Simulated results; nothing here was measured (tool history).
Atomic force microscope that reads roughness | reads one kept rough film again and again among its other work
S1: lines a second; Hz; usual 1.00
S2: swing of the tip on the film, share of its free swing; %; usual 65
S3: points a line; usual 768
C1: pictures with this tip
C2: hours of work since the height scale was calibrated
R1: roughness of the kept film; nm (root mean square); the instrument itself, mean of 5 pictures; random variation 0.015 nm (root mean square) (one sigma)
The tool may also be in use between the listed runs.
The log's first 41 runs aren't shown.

run   hour    S1  S2   S3   C1   C2     R1
 42  598.1  0.59  84  416  334  375  2.806
 43  617.9  0.64  73  267  360  386  2.799
     621.8  -- new tip fitted
 44  633.5  0.64  73  267   15  394  3.561
 45  645.6  0.64  73  686   31  400  3.558
 46  665.3  0.64  73  686   57  410  3.462
 47  677.0  0.64  73  686   72  417  3.455
 48  686.5  0.64  73  686   84  422  3.405
 49  699.2  0.64  73  686  101  428  3.369
 50  711.4  1.49  55  377  116  435  3.349
 51  723.0  1.49  55  377  131  441  3.324
 52  739.4  1.70  64  299  153  450  3.107

4 ways to go on from here, each from the tool as it stands after run 52. What would each give?
  A  754.7  3.07  55  393  172  458   ?
  B  754.7  3.40  65  768  172  458   ?
  C  754.7  0.68  64  318  172  458   ?
  D  754.7  1.00  78  768  172  458   ?

run     R1
  A  3.109
  B  2.885
  C  3.223
  D  3.040
Without the tool's hidden state the same runs would have given:
run     R1
  A  3.570
  B  3.313
  C  3.700
  D  3.491
